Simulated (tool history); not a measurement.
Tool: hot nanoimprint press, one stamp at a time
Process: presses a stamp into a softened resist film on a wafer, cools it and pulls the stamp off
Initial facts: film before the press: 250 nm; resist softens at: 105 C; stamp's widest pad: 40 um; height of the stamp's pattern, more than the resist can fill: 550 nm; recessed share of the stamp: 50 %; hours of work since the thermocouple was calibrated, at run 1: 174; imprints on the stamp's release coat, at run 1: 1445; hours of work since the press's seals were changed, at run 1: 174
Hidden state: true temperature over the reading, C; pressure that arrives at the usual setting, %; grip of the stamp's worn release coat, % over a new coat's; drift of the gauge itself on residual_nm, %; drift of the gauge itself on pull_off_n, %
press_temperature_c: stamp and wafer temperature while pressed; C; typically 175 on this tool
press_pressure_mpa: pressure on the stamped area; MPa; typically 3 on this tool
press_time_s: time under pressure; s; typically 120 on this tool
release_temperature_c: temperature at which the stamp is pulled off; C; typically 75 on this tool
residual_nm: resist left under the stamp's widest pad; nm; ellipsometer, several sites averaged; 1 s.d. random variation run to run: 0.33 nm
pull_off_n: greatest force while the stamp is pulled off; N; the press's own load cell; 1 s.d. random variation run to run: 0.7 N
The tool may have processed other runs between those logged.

run,hour,press_temperature_c,press_pressure_mpa,press_time_s,release_temperature_c,hours of work since the thermocouple was calibrated,imprints on the stamp's release coat,hours of work since the press's seals were changed,residual_nm,pull_off_n
1,0,175,3,120,75,174,1445,174,110.3,184.5
2,10.2,175,3,120,75,180,1475,180,110.1,185.8
3,17.6,175,3,120,75,185,1496,185,110.2,184
4,28.7,175,3,120,75,191,1528,191,110.2,185.7
5,36.4,175,3,213,75,196,1550,196,89.8,184.2
6,49.1,175,3,120,75,204,1587,204,109.1,185.2
7,57.2,175,3,120,75,208,1610,208,109.7,185.8
# hour 60.9: plate thermocouple calibrated
8,72.5,175,3,120,75,7,1646,216,108.4,183.8
9,85.4,175,3,178,75,15,1683,223,94.5,184.3
10,94.3,175,3,120,75,20,1709,229,108.8,185.3
# hour 101: plate thermocouple calibrated, once more
11,105.3,175,2.44,120,75,3,1732,233,125.8,191.6
12,111.6,164,2.44,120,75,6,1750,237,175.6,190.7
13,122.1,176,4,121,68,12,1780,243,93.5,221
14,130.8,175,3,62,68,18,1805,248,139.3,222.2
15,143.1,175,3,62,68,25,1841,256,139.9,223.4
16,154.9,175,3,82,68,32,1875,263,128,222.5
17,161.9,175,2.41,120,75,36,1895,267,126.7,191.4
18,169,175,2.41,120,75,40,1915,271,126.5,191.9
19,177.5,175,2.41,65,68,45,1940,276,151.5,223.3
20,188.9,175,2.41,65,68,52,1973,283,151.5,224.2
21,197.4,175,2.41,65,68,57,1997,288,151.8,222.8
22,204.9,183,2.41,77,72,62,2019,292,114.7,207.8

Same runs, no hidden state in the tool, same run-to-run variation:
run,residual_nm,pull_off_n
1,112.1,172.7
2,112,173.8
3,112.2,171.9
4,112.2,173.3
5,91.6,171.8
6,111.3,172.5
7,111.9,172.9
8,111.7,172
9,97.7,172.3
10,112.3,173.1
11,124.6,173.3
12,174.4,172.4
13,92.1,199.6
14,138,200.5
15,138.8,201.4
16,127,200.3
17,126,172.2
18,125.9,172.5
19,150.9,200.6
20,151.1,201.1
21,151.4,199.7
22,114.3,186.2

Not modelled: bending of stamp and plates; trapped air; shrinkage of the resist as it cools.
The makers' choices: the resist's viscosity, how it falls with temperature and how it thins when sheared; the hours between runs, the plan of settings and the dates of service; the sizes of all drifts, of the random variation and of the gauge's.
